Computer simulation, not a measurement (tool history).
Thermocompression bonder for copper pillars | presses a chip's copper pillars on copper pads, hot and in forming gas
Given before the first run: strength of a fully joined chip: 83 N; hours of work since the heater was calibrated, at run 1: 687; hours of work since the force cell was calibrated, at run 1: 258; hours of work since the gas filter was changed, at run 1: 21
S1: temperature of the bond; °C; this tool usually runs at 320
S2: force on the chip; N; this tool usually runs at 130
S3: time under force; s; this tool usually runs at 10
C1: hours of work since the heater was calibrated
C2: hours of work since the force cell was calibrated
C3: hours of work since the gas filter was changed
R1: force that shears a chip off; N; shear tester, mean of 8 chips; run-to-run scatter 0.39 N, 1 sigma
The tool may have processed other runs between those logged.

run,hour,S1,S2,S3,C1,C2,C3,R1
1,0.0,320,130,10,687,258,21,43.3
2,8.5,320,130,10,693,265,27,44.1
3,16.8,320,109,10,699,271,34,36.5
4,31.2,320,109,10,710,282,45,36.0
5,40.1,320,130,10,717,288,51,44.0
6,49.5,320,130,10,724,296,58,44.3
7,59.9,320,130,10,732,303,66,43.6
8,66.5,320,130,10,737,308,71,43.7
9,73.8,320,130,10,743,314,77,44.1
10,82.3,320,130,10,749,320,83,43.4
11,89.4,305,130,10,754,326,89,38.2
12,100.7,329,111,25,763,334,97,52.8
13,107.6,314,90,27,768,340,102,40.6
# hour 114.4: forming gas filter changed
14,120.2,320,85,23,777,349,4,38.0
15,134.8,337,130,10,788,360,15,49.2
16,149.3,314,111,7,799,371,26,30.5
17,159.0,321,114,21,807,378,34,49.0
18,166.9,303,130,16,813,384,40,44.7
19,180.6,317,172,16,823,394,50,62.7
20,190.4,349,85,16,830,402,58,41.4
21,196.7,349,85,16,835,407,62,42.1
22,202.9,349,85,16,840,411,67,41.8

What if the next run were any one of these 5? Each begins from the tool's condition after run 22:
A,211.9,317,85,17,847,418,74,?
B,211.9,307,136,10,847,418,74,?
C,211.9,304,106,18,847,418,74,?
D,211.9,291,126,10,847,418,74,?
E,211.9,349,85,13,847,418,74,?

run,R1
A,33.1
B,41.9
C,38.0
D,32.8
E,38.6
Without the tool's unlogged condition, the same runs would have read:
run,R1
A,33.3
B,42.2
C,38.3
D,33.0
E,38.8
